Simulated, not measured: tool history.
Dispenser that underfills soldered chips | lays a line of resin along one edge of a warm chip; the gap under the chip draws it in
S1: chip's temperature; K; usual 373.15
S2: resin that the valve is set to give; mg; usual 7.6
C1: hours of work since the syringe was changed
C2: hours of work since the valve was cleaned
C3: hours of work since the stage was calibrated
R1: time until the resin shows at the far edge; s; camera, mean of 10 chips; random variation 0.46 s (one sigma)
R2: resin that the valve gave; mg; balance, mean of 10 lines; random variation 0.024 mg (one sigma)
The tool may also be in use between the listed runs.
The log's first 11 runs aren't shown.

Run 12, hour 88.8: usual settings but S2 9.37 mg; C1 6; C2 57; C3 235. Result: R1 53.7 s, R2 9 mg.
At hour 95.6: new syringe of resin.
Run 13, hour 100.8: usual settings but S2 9.37 mg; C1 4; C2 65; C3 243. Result: R1 45.9 s, R2 8.97 mg.
At hour 105.4: dispensing valve cleaned and set on the balance.
At hour 111.6: new syringe of resin.
Run 14, hour 115.2: usual settings but S1 385.15 K, S2 9.37 mg; C1 3; C2 7; C3 253. Result: R1 27.2 s, R2 9.34 mg.
Run 15, hour 121: usual settings but S1 385.15 K, S2 9.37 mg; C1 7; C2 11; C3 257. Result: R1 35.6 s, R2 9.28 mg.
At hour 126.3: new syringe of resin.
Run 16, hour 129.8: usual settings but S1 385.15 K, S2 9.37 mg; C1 2; C2 17; C3 263. Result: R1 26.6 s, R2 9.27 mg.
Run 17, hour 136.6: usual settings; C1 7; C2 22; C3 268. Result: R1 59.6 s, R2 7.46 mg.
At hour 141.4: new syringe of resin.
Run 18, hour 145.7: usual settings; C1 3; C2 28; C3 274. Result: R1 45.5 s, R2 7.4 mg.
At hour 156.7: new syringe of resin.
Run 19, hour 158.4: usual settings; C1 1; C2 37; C3 283. Result: R1 39.9 s, R2 7.41 mg.
Run 20, hour 166.6: usual settings; C1 7; C2 43; C3 289. Result: R1 57.9 s, R2 7.37 mg.
At hour 172.4: new syringe of resin.
Run 21, hour 173: usual settings; C1 0; C2 48; C3 293. Result: R1 37.2 s, R2 7.35 mg.
Run 22, hour 182.6: usual settings but S1 380.15 K, S2 6.57 mg; C1 7; C2 54; C3 300. Result: R1 48.1 s, R2 6.3 mg.
At hour 187.3: new syringe of resin.
Run 23, hour 191.8: usual settings but S1 388.15 K, S2 6.76 mg; C1 3; C2 61; C3 307. Result: R1 27.9 s, R2 6.45 mg.
At hour 202.6: dispensing valve cleaned and set on the balance.
At hour 203.1: new syringe of resin.
Run 24, hour 203.1: usual settings but S1 388.15 K, S2 6.76 mg; C1 0; C2 0; C3 314. Result: R1 21.5 s, R2 6.72 mg.
Run 25, hour 213.9: usual settings but S1 379.15 K, S2 7.59 mg; C1 8; C2 8; C3 322. Result: R1 49.3 s, R2 7.54 mg.
At hour 218.6: new syringe of resin.
Run 26, hour 220.3: usual settings but S1 376.15 K, S2 9.58 mg; C1 1; C2 12; C3 326. Result: R1 34.8 s, R2 9.48 mg.
Run 27, hour 226.9: usual settings but S1 359.15 K, S2 7.18 mg; C1 6; C2 17; C3 331. Result: R1 97.7 s, R2 7.06 mg.
At hour 233.3: new syringe of resin.
Run 28, hour 234.3: usual settings but S1 359.15 K, S2 7.18 mg; C1 1; C2 22; C3 336. Result: R1 70.4 s, R2 7.04 mg.
Run 29, hour 247.3: usual settings but S1 383.15 K, S2 7.14 mg; C1 10; C2 31; C3 345. Result: R1 51.6 s, R2 7 mg.
At hour 248.7: new syringe of resin.
Run 30, hour 259.4: usual settings but S1 369.15 K, S2 7.76 mg; C1 8; C2 40; C3 354. Result: R1 73 s, R2 7.53 mg.
At hour 264.3: new syringe of resin.
Run 31, hour 265.1: usual settings but S1 387.15 K, S2 7.9 mg; C1 1; C2 44; C3 358. Result: R1 23.1 s, R2 7.66 mg.
Run 32, hour 275.9: usual settings but S1 378.15 K, S2 8.48 mg; C1 8; C2 52; C3 365. Result: R1 51.9 s, R2 8.15 mg.
At hour 279.4: new syringe of resin.
Run 33, hour 284.6: usual settings but S1 378.15 K, S2 8.48 mg; C1 4; C2 58; C3 371. Result: R1 40.4 s, R2 8.04 mg.
At hour 294.6: new syringe of resin.
Run 34, hour 296.8: usual settings but S1 375.15 K, S2 8.47 mg; C1 2; C2 66; C3 380. Result: R1 38.8 s, R2 8.04 mg.
At hour 299.6: dispensing valve cleaned and set on the balance.
Run 35, hour 303.9: usual settings but S1 375.15 K, S2 8.47 mg; C1 6; C2 3; C3 384. Result: R1 50.5 s, R2 8.44 mg.

4 ways to go on from here, each from the tool as it stands after run 35. What would each give?
At hour 310.8: new syringe of resin.
Run A, hour 312.8: usual settings but S1 385.15 K, S2 9.47 mg; C1 1; C2 9; C3 391. Result: R1 ?, R2 ?.
At hour 310.8: new syringe of resin.
Run B, hour 312.8: usual settings but S1 376.15 K, S2 8.02 mg; C1 1; C2 9; C3 391. Result: R1 ?, R2 ?.
At hour 310.8: new syringe of resin.
Run C, hour 312.8: usual settings but S1 381.15 K, S2 8.47 mg; C1 1; C2 9; C3 391. Result: R1 ?, R2 ?.
At hour 310.8: new syringe of resin.
Run D, hour 312.8: usual settings but S1 371.15 K, S2 8.21 mg; C1 1; C2 9; C3 391. Result: R1 ?, R2 ?.

run    R1    R2
  A  24.7  9.42
  B  35.8  7.98
  C  29.5  8.37
  D    43  8.13
Without the tool's hidden state the same runs would have given:
run    R1    R2
  A  21.3  9.48
  B  30.7  8.04
  C  25.4  8.43
  D  36.6  8.19
